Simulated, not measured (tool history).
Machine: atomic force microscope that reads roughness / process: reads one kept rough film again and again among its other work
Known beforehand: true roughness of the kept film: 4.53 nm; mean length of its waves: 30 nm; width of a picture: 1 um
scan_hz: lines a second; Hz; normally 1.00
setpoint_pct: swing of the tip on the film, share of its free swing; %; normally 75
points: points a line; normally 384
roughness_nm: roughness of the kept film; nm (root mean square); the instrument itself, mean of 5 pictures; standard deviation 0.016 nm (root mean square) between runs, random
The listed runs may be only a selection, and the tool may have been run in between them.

| run | hour | scan_hz | setpoint_pct | points | roughness_nm |
|---|---|---|---|---|---|
| 1 | 0.0 | 1.00 | 75 | 384 | 3.586 |
| 2 | 59.3 | 1.00 | 63 | 384 | 3.400 |
| 3 | 113.0 | 1.00 | 63 | 384 | 3.144 |
| 4 | 167.4 | 1.00 | 63 | 384 | 2.933 |
|  | 192.5 | new tip fitted |
| 5 | 232.6 | 1.00 | 63 | 384 | 3.536 |
| 6 | 292.4 | 1.00 | 63 | 384 | 3.276 |
|  | 298.1 | height scale calibrated on a step standard |
| 7 | 347.1 | 1.00 | 75 | 384 | 2.967 |
|  | 400.8 | new tip fitted |
| 8 | 400.8 | 1.00 | 75 | 822 | 3.703 |
| 9 | 469.5 | 1.10 | 75 | 384 | 3.253 |
| 10 | 540.4 | 1.00 | 83 | 384 | 2.851 |
|  | 610.2 | new tip fitted |
| 11 | 610.2 | 1.00 | 83 | 384 | 3.617 |
|  | 633.8 | height scale calibrated on a step standard, once more |
| 12 | 677.9 | 2.66 | 85 | 704 | 2.866 |
| 13 | 729.1 | 0.68 | 85 | 566 | 3.114 |
| 14 | 785.1 | 3.41 | 88 | 742 | 2.277 |
|  | 820.0 | new tip fitted |
| 15 | 871.0 | 1.00 | 57 | 675 | 3.578 |
| 16 | 928.3 | 2.98 | 69 | 886 | 3.025 |
| 17 | 1010.7 | 2.25 | 78 | 886 | 2.650 |
|  | 1029.1 | new tip fitted |
| 18 | 1092.9 | 2.98 | 79 | 388 | 2.960 |
| 19 | 1165.8 | 0.83 | 71 | 384 | 3.092 |
| 20 | 1217.8 | 0.83 | 71 | 384 | 2.894 |
|  | 1239.1 | new tip fitted |
| 21 | 1278.1 | 2.32 | 56 | 487 | 3.555 |

Consider 5 possible next runs. They are alternatives, not a sequence: every one starts from the tool as it was left by run 21. What does each give?
| A | 1357.2 | 0.56 | 56 | 604 | ? |
| B | 1357.2 | 1.39 | 55 | 366 | ? |
| C | 1357.2 | 2.32 | 87 | 487 | ? |
| D | 1357.2 | 2.32 | 83 | 564 | ? |
| E | 1357.2 | 0.64 | 75 | 384 | ? |

| run | roughness_nm |
|---|---|
| A | 3.247 |
| B | 3.184 |
| C | 2.658 |
| D | 2.711 |
| E | 3.134 |
Without the tool's unlogged condition, the same runs would have read:
| run | roughness_nm |
|---|---|
| A | 3.954 |
| B | 3.877 |
| C | 3.235 |
| D | 3.302 |
| E | 3.816 |
